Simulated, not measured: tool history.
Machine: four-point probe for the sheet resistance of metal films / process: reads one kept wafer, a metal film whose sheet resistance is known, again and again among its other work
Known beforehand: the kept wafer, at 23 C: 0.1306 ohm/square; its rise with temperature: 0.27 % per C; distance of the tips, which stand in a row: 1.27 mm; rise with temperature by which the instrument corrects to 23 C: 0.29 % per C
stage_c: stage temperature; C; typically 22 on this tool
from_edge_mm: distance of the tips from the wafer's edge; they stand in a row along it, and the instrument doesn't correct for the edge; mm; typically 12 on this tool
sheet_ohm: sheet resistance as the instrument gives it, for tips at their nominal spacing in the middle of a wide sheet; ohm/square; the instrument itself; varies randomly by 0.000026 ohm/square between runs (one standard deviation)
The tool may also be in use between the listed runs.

run	day	stage_c	from_edge_mm	sheet_ohm
1	0	22	12	0.131413
2	4.396	22	4	0.137291
3	8.129	22	12	0.131454
4	11.65	22	12	0.131374
5	15.738	22	12	0.13143
6	19.283	22	12	0.131404
# day 19.658: new probe head fitted
7	23.238	22	12	0.131434
8	27.146	22	12	0.131375
9	30.229	22	12	0.131421
10	34.042	22	12	0.131448
11	36.704	22	12	0.131419
12	40.229	22	12	0.131396
13	44.65	22	12	0.131422
14	47.396	22	12	0.131351
15	50.404	29	12	0.131253
16	54.596	22	7	0.132897
17	58.625	22	53	0.130675
18	61.55	22	53	0.130666
19	65.296	22	53	0.130657
20	67.167	22	7	0.132928
21	71.492	22	21	0.130884
22	75.05	22	21	0.130843
23	78.396	22	21	0.130888
24	82.8	22	21	0.130847
25	87.008	22	7	0.132871
26	89.875	21	5	0.135
27	92.917	30	24	0.130624
28	95.025	31	42	0.130416
29	98.292	31	42	0.130494
30	102.383	21	25	0.130788
31	105.9	21	11	0.131577
32	107.992	25	5	0.134926
33	112.421	24	7	0.132861
34	114.975	20	8	0.132354
35	117.133	22	4	0.137346
36	119.567	22	4	0.137315

What if the next run were any one of these 4? Each begins from the tool's condition after run 36:
A	122.171	35	70	?
B	122.171	19	6	?
C	122.171	20	12	?
D	122.171	19	11	?

run	sheet_ohm
A	0.130351
B	0.133754
C	0.131451
D	0.131565
Without the tool's hidden state the same runs would have given:
run	sheet_ohm
A	0.130361
B	0.133764
C	0.131462
D	0.131576

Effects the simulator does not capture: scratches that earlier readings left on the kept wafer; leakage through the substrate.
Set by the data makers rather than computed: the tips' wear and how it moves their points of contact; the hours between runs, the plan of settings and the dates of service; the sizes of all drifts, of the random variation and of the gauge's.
